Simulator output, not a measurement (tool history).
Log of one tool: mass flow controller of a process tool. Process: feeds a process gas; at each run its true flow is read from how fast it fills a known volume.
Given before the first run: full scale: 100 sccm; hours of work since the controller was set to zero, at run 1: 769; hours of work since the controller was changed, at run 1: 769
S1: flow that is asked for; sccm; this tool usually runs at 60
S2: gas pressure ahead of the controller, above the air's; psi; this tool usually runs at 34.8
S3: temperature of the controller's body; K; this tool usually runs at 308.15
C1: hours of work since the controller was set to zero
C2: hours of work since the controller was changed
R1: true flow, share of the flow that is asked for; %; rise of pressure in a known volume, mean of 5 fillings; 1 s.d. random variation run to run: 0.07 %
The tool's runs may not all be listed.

run	hour	S1	S2	S3	C1	C2	R1
1	0	60	34.8	308.15	769	769	97.9
2	33.4	60	34.8	308.15	790	790	97.98
3	68.7	60	34.8	301.15	813	813	98.24
4	121.9	60	34.8	301.15	846	846	98.4
5	159.6	60	34.8	301.15	870	870	98.28
6	219.5	60	34.8	301.15	907	907	98.43
7	289	60	34.8	301.15	951	951	98.24
8	336.4	60	38.3	308.15	980	980	97.99
9	390.1	97	34.8	299.15	1014	1014	99.59
10	454.3	15	27.7	299.15	1054	1054	95.56

Predict each of these 3 candidate next runs independently; none follows another, all start after run 10:
A	508.7	26	34.2	299.15	1089	1089	?
B	508.7	60	34.8	305.15	1089	1089	?
C	508.7	60	35	301.15	1089	1089	?

run	R1
A	96.77
B	97.83
C	98.33
With the hidden condition removed and each run's random variation left untouched, the same runs would have given:
run	R1
A	98.11
B	98.57
C	99.08

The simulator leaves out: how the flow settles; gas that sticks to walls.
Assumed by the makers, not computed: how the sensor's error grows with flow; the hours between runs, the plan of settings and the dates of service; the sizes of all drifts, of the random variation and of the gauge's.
